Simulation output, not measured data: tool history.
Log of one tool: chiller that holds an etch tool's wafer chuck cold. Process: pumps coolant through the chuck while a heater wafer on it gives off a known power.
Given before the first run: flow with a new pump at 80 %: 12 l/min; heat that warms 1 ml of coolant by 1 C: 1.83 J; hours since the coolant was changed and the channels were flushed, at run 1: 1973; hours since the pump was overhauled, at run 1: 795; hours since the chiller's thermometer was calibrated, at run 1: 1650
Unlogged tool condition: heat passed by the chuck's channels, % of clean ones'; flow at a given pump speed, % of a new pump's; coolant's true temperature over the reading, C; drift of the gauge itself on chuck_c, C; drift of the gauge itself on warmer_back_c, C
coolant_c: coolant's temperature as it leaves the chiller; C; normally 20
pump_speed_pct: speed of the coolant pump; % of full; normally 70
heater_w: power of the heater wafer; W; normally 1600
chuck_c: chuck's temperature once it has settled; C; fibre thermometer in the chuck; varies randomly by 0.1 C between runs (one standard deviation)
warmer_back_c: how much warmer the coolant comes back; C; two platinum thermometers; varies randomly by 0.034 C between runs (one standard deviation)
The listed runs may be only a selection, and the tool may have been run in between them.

| run | day | coolant_c | pump_speed_pct | heater_w | hours since the coolant was changed and the channels were flushed | hours since the pump was overhauled | hours since the chiller's thermometer was calibrated | chuck_c | warmer_back_c |
|---|---|---|---|---|---|---|---|---|---|
| 1 | 0.000 | 20 | 70 | 1600 | 1973 | 795 | 1650 | 32.8 | 5.06 |
| 2 | 1.358 | 28 | 70 | 1600 | 2006 | 828 | 1682 | 41.0 | 5.08 |
| 3 | 3.258 | 20 | 70 | 1600 | 2052 | 874 | 1728 | 32.7 | 5.06 |
| 4 | 4.067 | 20 | 70 | 1600 | 2071 | 893 | 1747 | 32.7 | 5.08 |
| 5 | 5.950 | 20 | 70 | 918 | 2116 | 938 | 1792 | 27.3 | 2.91 |
| 6 | 7.229 | 20 | 70 | 918 | 2147 | 969 | 1823 | 27.5 | 2.92 |
|  | 7.429 | chiller's thermometer calibrated |
| 7 | 9.142 | 20 | 62 | 1600 | 2192 | 1014 | 41 | 34.3 | 5.75 |
|  | 10.346 | chiller's thermometer calibrated, once more |
| 8 | 10.925 | 24 | 70 | 1600 | 2234 | 1056 | 14 | 36.8 | 5.07 |
| 9 | 12.846 | 18 | 70 | 1600 | 2280 | 1102 | 60 | 30.9 | 5.12 |
| 10 | 14.321 | 18 | 70 | 1600 | 2315 | 1137 | 95 | 31.0 | 5.08 |
| 11 | 16.238 | 24 | 84 | 1964 | 2361 | 1183 | 141 | 37.9 | 5.21 |
| 12 | 17.079 | 12 | 76 | 1028 | 2381 | 1203 | 162 | 19.7 | 2.99 |
| 13 | 18.742 | 12 | 76 | 1028 | 2421 | 1243 | 201 | 19.8 | 2.95 |
| 14 | 20.029 | 12 | 76 | 2055 | 2452 | 1274 | 232 | 27.6 | 6.04 |
| 15 | 21.679 | 30 | 91 | 1600 | 2492 | 1314 | 272 | 40.6 | 3.84 |
| 16 | 22.892 | 13 | 70 | 1214 | 2521 | 1343 | 301 | 23.0 | 3.94 |

Each row is a separate what-if for the run after 16, all from the same tool condition, not one after another. Results?
| A | 24.467 | 14 | 63 | 1936 | 2559 | 1381 | 339 | ? | ? |
| B | 24.467 | 19 | 74 | 1214 | 2559 | 1381 | 339 | ? | ? |
| C | 24.467 | 20 | 68 | 1600 | 2559 | 1381 | 339 | ? | ? |

| run | chuck_c | warmer_back_c |
|---|---|---|
| A | 30.9 | 6.96 |
| B | 28.5 | 3.69 |
| C | 33.2 | 5.28 |
Without the tool's unlogged condition, the same runs would have read:
| run | chuck_c | warmer_back_c |
|---|---|---|
| A | 29.9 | 6.84 |
| B | 27.9 | 3.63 |
| C | 32.3 | 5.19 |
